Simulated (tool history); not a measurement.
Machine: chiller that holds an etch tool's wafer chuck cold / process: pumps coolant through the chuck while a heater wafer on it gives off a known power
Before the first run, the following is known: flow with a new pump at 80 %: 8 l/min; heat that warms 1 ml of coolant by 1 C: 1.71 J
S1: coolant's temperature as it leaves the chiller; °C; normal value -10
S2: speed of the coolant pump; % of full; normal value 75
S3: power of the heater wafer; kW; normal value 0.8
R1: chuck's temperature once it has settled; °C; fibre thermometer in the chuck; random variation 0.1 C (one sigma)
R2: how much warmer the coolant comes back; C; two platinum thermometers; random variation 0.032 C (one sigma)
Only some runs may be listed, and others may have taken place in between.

run 1 day=0 | S1=-10 S2=75 S3=0.8 | R1=-1.1 R2=3.86
run 2 day=1.142 | S1=-8 S2=75 S3=0.8 | R1=0.8 R2=3.89
run 3 day=2.796 | S1=-8 S2=75 S3=0.8 | R1=0.8 R2=3.87
run 4 day=4.054 | S1=-10 S2=85 S3=0.8 | R1=-1.9 R2=3.38
run 5 day=6.292 | S1=-10 S2=75 S3=0.8 | R1=-1 R2=3.87
-- day=7.267 chiller's thermometer calibrated
run 6 day=7.658 | S1=-10 S2=75 S3=0.8 | R1=-1.2 R2=3.84
run 7 day=9.942 | S1=-10 S2=75 S3=0.472 | R1=-5 R2=2.31
run 8 day=12.279 | S1=-10 S2=86 S3=0.8 | R1=-2 R2=3.37
run 9 day=14.558 | S1=-10 S2=63 S3=0.8 | R1=0 R2=4.57
-- day=14.775 chiller's thermometer calibrated, once more
run 10 day=16.571 | S1=-10 S2=75 S3=1.087 | R1=2.8 R2=5.37
run 11 day=18.162 | S1=-10 S2=75 S3=1.087 | R1=2.7 R2=5.34
run 12 day=19.696 | S1=-10 S2=75 S3=0.8 | R1=-0.6 R2=3.96
run 13 day=21.888 | S1=-10 S2=75 S3=0.8 | R1=-0.6 R2=3.95
run 14 day=23.817 | S1=-10 S2=75 S3=0.8 | R1=-0.6 R2=3.9
run 15 day=25.975 | S1=-10 S2=75 S3=0.8 | R1=-0.8 R2=3.95
run 16 day=28.15 | S1=-10 S2=75 S3=0.8 | R1=-0.8 R2=3.99
run 17 day=30.342 | S1=-10 S2=67 S3=0.8 | R1=0.1 R2=4.4
run 18 day=31.588 | S1=-10 S2=67 S3=0.8 | R1=0.3 R2=4.36
run 19 day=32.838 | S1=-6 S2=81 S3=0.714 | R1=1.8 R2=3.25
run 20 day=34.871 | S1=-10 S2=75 S3=0.497 | R1=-4.3 R2=2.38
run 21 day=36.896 | S1=-4 S2=75 S3=0.419 | R1=0.9 R2=2.09
run 22 day=38.671 | S1=-3 S2=78 S3=1.149 | R1=10.2 R2=5.5
run 23 day=40.771 | S1=-3 S2=78 S3=1.149 | R1=10.2 R2=5.49
run 24 day=42.112 | S1=-17 S2=72 S3=1.149 | R1=-3 R2=5.96
run 25 day=44.488 | S1=-14 S2=72 S3=0.741 | R1=-5.1 R2=3.86
run 26 day=46.925 | S1=-7 S2=64 S3=0.741 | R1=2.7 R2=4.31
run 27 day=48.771 | S1=-7 S2=64 S3=0.741 | R1=2.9 R2=4.37
run 28 day=51.154 | S1=-10 S2=83 S3=1.144 | R1=2.8 R2=5.16
run 29 day=53.517 | S1=-5 S2=75 S3=0.8 | R1=4.5 R2=3.97
run 30 day=55.921 | S1=-5 S2=75 S3=0.8 | R1=4.6 R2=4.03
run 31 day=56.946 | S1=-5 S2=75 S3=0.8 | R1=4.6 R2=4.02

Each run again, without the hidden state but with its own random variation kept:
The tool's hidden condition here consists of: heat passed by the chuck's channels, % of clean ones'; flow at a given pump speed, % of a new pump's; coolant's true temperature over the reading, C; drift of the gauge itself on chuck_c, C; drift of the gauge itself on warmer_back_c, C.
run=1 R1=-1.1 R2=3.72
run=2 R1=0.8 R2=3.75
run=3 R1=0.7 R2=3.73
run=4 R1=-1.9 R2=3.25
run=5 R1=-1 R2=3.72
run=6 R1=-1.1 R2=3.68
run=7 R1=-4.7 R2=2.22
run=8 R1=-1.9 R2=3.23
run=9 R1=-0.1 R2=4.36
run=10 R1=2.2 R2=5.12
run=11 R1=2.1 R2=5.09
run=12 R1=-1.1 R2=3.77
run=13 R1=-1.1 R2=3.76
run=14 R1=-1.1 R2=3.7
run=15 R1=-1.3 R2=3.75
run=16 R1=-1.4 R2=3.78
run=17 R1=-0.6 R2=4.17
run=18 R1=-0.4 R2=4.12
run=19 R1=1.4 R2=3.07
run=20 R1=-4.6 R2=2.24
run=21 R1=0.6 R2=1.97
run=22 R1=9.2 R2=5.18
run=23 R1=9.3 R2=5.16
run=24 R1=-4 R2=5.6
run=25 R1=-5.8 R2=3.62
run=26 R1=2 R2=4.03
run=27 R1=2.2 R2=4.09
run=28 R1=1.8 R2=4.82
run=29 R1=3.7 R2=3.7
run=30 R1=3.8 R2=3.76
run=31 R1=3.8 R2=3.74
